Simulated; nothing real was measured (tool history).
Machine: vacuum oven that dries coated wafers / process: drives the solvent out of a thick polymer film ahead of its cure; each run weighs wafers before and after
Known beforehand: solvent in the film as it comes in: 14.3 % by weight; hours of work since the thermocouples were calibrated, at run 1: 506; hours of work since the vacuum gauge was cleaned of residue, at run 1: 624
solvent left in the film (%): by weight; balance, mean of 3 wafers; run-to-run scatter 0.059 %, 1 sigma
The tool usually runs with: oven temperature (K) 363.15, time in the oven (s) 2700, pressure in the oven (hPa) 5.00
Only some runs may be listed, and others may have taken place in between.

run	hour	oven temperature (K)	time in the oven (s)	pressure in the oven (hPa)	hours of work since the thermocouples were calibrated	hours of work since the vacuum gauge was cleaned of residue	solvent left in the film (%)
1	0.0	363.15	2700	5.00	506	624	3.86
2	25.4	363.15	2700	5.00	526	644	3.85
3	66.9	363.15	2700	5.00	559	678	3.78
4	84.6	363.15	2700	5.00	573	692	3.83
5	111.6	363.15	2700	5.00	595	713	3.87
6	133.9	363.15	2700	5.00	613	731	3.90
7	173.0	358.15	2640	5.00	644	762	5.45
8	201.6	353.15	2220	5.00	667	785	7.55
9	239.3	353.15	2220	7.07	697	815	7.75
10	266.0	352.15	1980	5.00	718	836	8.28
11	305.0	355.15	1860	19.03	749	867	8.37
12	332.9	376.15	1560	5.00	771	889	2.45

Branching from run 12: 3 alternative next runs. What would each branch give?
A	360.1	363.15	2640	19.48	793	911	?
B	360.1	376.15	3780	9.81	793	911	?
C	360.1	362.15	2700	4.20	793	911	?

run	solvent left in the film (%)
A	4.70
B	0.66
C	4.28
Without the tool's hidden state the same runs would have given:
run	solvent left in the film (%)
A	4.09
B	0.51
C	3.68
